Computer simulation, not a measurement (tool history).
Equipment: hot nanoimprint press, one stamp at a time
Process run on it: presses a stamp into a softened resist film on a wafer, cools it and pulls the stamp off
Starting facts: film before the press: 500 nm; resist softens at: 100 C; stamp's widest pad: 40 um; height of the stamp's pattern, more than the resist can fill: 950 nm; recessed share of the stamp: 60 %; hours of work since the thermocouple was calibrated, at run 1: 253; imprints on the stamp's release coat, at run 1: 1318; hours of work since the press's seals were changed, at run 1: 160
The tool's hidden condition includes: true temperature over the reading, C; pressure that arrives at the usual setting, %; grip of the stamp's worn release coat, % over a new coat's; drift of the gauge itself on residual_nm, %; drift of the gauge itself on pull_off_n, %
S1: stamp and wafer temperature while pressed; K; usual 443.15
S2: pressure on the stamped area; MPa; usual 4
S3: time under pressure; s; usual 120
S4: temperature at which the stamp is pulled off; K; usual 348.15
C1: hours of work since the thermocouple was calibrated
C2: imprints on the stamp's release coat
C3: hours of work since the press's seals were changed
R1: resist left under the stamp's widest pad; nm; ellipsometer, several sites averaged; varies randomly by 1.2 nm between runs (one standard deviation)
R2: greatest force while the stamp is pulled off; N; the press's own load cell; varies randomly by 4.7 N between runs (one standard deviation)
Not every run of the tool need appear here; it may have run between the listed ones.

run 1 hour=0 | S1=443.15 S2=4 S3=120 S4=348.15 | C1=253 C2=1318 C3=160 | R1=199.4 R2=348
run 2 hour=7.8 | S1=443.15 S2=4 S3=120 S4=348.15 | C1=259 C2=1346 C3=166 | R1=199.4 R2=337
run 3 hour=17.9 | S1=443.15 S2=4 S3=120 S4=348.15 | C1=268 C2=1383 C3=174 | R1=198.9 R2=343
run 4 hour=24.8 | S1=443.15 S2=4 S3=200 S4=348.15 | C1=273 C2=1409 C3=179 | R1=161 R2=339
run 5 hour=37.6 | S1=443.15 S2=5.69 S3=120 S4=348.15 | C1=283 C2=1456 C3=189 | R1=170.8 R2=360
run 6 hour=46.3 | S1=443.15 S2=5.69 S3=120 S4=348.15 | C1=290 C2=1488 C3=196 | R1=171.6 R2=351
run 7 hour=57.8 | S1=443.15 S2=4 S3=120 S4=348.15 | C1=299 C2=1530 C3=205 | R1=203.3 R2=357
run 8 hour=68.1 | S1=443.15 S2=4 S3=120 S4=348.15 | C1=307 C2=1568 C3=214 | R1=202.2 R2=353
run 9 hour=82.9 | S1=443.15 S2=4 S3=103 S4=348.15 | C1=319 C2=1622 C3=225 | R1=217.4 R2=360
-- hour=98.9 stamp cleaned and given a new release coat
run 10 hour=100.5 | S1=443.15 S2=4 S3=103 S4=348.15 | C1=328 C2=6 C3=235 | R1=214.8 R2=242
run 11 hour=110.6 | S1=437.15 S2=5.23 S3=91 S4=343.15 | C1=336 C2=43 C3=243 | R1=284.4 R2=252
run 12 hour=122.9 | S1=452.15 S2=3.35 S3=208 S4=342.15 | C1=346 C2=88 C3=252 | R1=104 R2=258
run 13 hour=131.6 | S1=443.15 S2=2.95 S3=120 S4=348.15 | C1=353 C2=120 C3=259 | R1=234.1 R2=251
run 14 hour=145.3 | S1=447.15 S2=4.8 S3=217 S4=341.15 | C1=364 C2=170 C3=270 | R1=115.5 R2=274
-- hour=155.1 plate thermocouple calibrated
run 15 hour=162.5 | S1=437.15 S2=3.38 S3=70 S4=333.15 | C1=6 C2=223 C3=281 | R1=320.9 R2=308
run 16 hour=175.3 | S1=437.15 S2=3.44 S3=70 S4=333.15 | C1=16 C2=270 C3=291 | R1=319.5 R2=310

What will run 17 give?
run 17 hour=188.3 | S1=437.15 S2=4 S3=120 S4=341.15 | C1=26 C2=317 C3=302 | R1=? R2=?

{"run 17": {"R1": 255.3, "R2": 268}}
The same run, on a tool lacking any hidden state, would have yielded R1 253 nm, R2 243 N.
